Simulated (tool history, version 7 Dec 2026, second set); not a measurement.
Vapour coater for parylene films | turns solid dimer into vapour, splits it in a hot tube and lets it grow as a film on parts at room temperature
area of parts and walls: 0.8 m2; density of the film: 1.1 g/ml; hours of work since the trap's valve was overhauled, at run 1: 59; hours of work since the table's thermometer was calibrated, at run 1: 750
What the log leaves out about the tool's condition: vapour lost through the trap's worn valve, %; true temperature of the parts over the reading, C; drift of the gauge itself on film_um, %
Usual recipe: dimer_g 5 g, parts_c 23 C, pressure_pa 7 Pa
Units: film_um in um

run	hour	dimer_g	parts_c	pressure_pa	hours of work since the trap's valve was overhauled	hours of work since the table's thermometer was calibrated	film_um
1	0	5	23	7	59	750	4.27
2	50.8	5	23	7	83	773	4.19
3	74.6	5	23	7	94	784	4.15
4	125	5	21	7	117	807	4.49
5	178.8	5	23	7	142	832	4.14
6	218.8	5	23	7	160	850	4.21
7	245.4	5	23	7	172	863	4.14
8	274.6	5	23	7	186	876	4.04
9	321	5	17	7	207	898	4.97
10	357	5	17	6.93	224	914	5.06
# hour 361.4: table's thermometer calibrated
11	399.7	5	17	6.93	243	18	5.09
12	438.5	5	23	7	261	35	4
# hour 462.3: table's thermometer calibrated, once more
13	475.3	5	25	7	277	6	3.51
14	531.4	7	25	3.8	303	32	5.18
15	576.3	7	25	3.8	324	52	5.1
16	602	6	19	2.93	336	64	5.57
17	638	6	19	2.93	352	81	5.42
18	663.5	7	16	3.33	364	93	6.84
19	703.9	6	18	3.33	383	111	5.63
# hour 732.5: trap's valve overhauled
20	750.6	6	28	2.35	8	131	4.54
21	783.6	4	22	7.32	24	146	3.43
22	835.7	4	22	7.32	48	170	3.34
23	874.7	4	22	7.32	66	188	3.38

What if the next run were any one of these 3? Each begins from the tool's condition after run 23:
A	916.7	5	22	7.32	85	207	?
B	916.7	5	15	7	85	207	?
C	916.7	8	23	2.44	85	207	?

run	film_um
A	4.2
B	5.38
C	6.99
With no hidden state in the tool, these same runs would have given:
run	film_um
A	4.3
B	5.55
C	7.16
